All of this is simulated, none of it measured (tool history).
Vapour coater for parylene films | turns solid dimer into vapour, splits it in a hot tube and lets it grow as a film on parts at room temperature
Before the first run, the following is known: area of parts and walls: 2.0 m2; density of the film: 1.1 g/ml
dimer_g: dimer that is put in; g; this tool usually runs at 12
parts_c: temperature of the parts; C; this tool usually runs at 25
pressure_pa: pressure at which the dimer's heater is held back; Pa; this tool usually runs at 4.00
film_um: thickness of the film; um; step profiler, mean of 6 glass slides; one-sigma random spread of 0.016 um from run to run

| run | hour | dimer_g | parts_c | pressure_pa | film_um |
|---|---|---|---|---|---|
| 1 | 0.0 | 12 | 25 | 4.00 | 4.35 |
| 2 | 24.1 | 12 | 25 | 4.00 | 4.34 |
| 3 | 45.7 | 12 | 25 | 5.20 | 4.05 |
| 4 | 66.8 | 12 | 25 | 3.17 | 4.49 |
| 5 | 93.8 | 17 | 25 | 3.17 | 6.37 |
| 6 | 109.9 | 17 | 25 | 3.17 | 6.35 |
| 7 | 137.6 | 17 | 19 | 3.17 | 7.28 |
| 8 | 163.8 | 14 | 25 | 4.00 | 4.98 |
| 9 | 195.8 | 12 | 25 | 4.00 | 4.25 |
| 10 | 229.5 | 12 | 25 | 4.00 | 4.26 |
| 11 | 263.5 | 12 | 25 | 4.00 | 4.19 |
| 12 | 295.8 | 12 | 25 | 4.00 | 4.22 |
| 13 | 323.2 | 12 | 25 | 4.00 | 4.18 |
| 14 | 337.0 | 12 | 25 | 4.00 | 4.21 |
| 15 | 365.8 | 12 | 25 | 3.70 | 4.22 |
| 16 | 383.0 | 12 | 25 | 3.70 | 4.23 |
| 17 | 397.2 | 12 | 25 | 7.59 | 3.65 |
|  | 403.3 | trap's valve overhauled |
| 18 | 416.6 | 12 | 20 | 4.00 | 4.90 |
| 19 | 432.5 | 12 | 24 | 4.00 | 4.24 |
| 20 | 458.2 | 12 | 24 | 4.00 | 4.23 |
|  | 475.6 | trap's valve overhauled, once more |
| 21 | 485.1 | 12 | 24 | 5.45 | 4.35 |
| 22 | 515.8 | 12 | 24 | 5.45 | 4.34 |
| 23 | 540.9 | 12 | 23 | 5.46 | 4.47 |
| 24 | 555.8 | 7 | 25 | 5.87 | 2.36 |
| 25 | 580.9 | 7 | 25 | 5.87 | 2.35 |
| 26 | 605.2 | 7 | 34 | 6.37 | 1.57 |
| 27 | 622.8 | 12 | 25 | 2.91 | 4.64 |
| 28 | 646.6 | 12 | 25 | 2.91 | 4.63 |
| 29 | 675.8 | 19 | 18 | 2.91 | 8.32 |
| 30 | 690.0 | 19 | 18 | 2.91 | 8.31 |
| 31 | 708.3 | 20 | 35 | 2.66 | 5.10 |
| 32 | 725.3 | 14 | 19 | 2.01 | 6.13 |
| 33 | 748.0 | 14 | 19 | 2.01 | 6.11 |

5 ways to go on from here, each from the tool as it stands after run 33. What would each give?
| A | 763.3 | 8 | 25 | 2.62 | ? |
| B | 763.3 | 14 | 32 | 2.11 | ? |
| C | 763.3 | 12 | 18 | 4.00 | ? |
| D | 763.3 | 8 | 18 | 2.75 | ? |
| E | 763.3 | 11 | 18 | 2.01 | ? |

| run | film_um |
|---|---|
| A | 3.14 |
| B | 4.23 |
| C | 5.22 |
| D | 3.48 |
| E | 4.79 |
The same runs, with their run-to-run variation unchanged, on a tool lacking any hidden condition would have given:
| run | film_um |
|---|---|
| A | 3.22 |
| B | 4.35 |
| C | 5.35 |
| D | 3.57 |
| E | 4.91 |
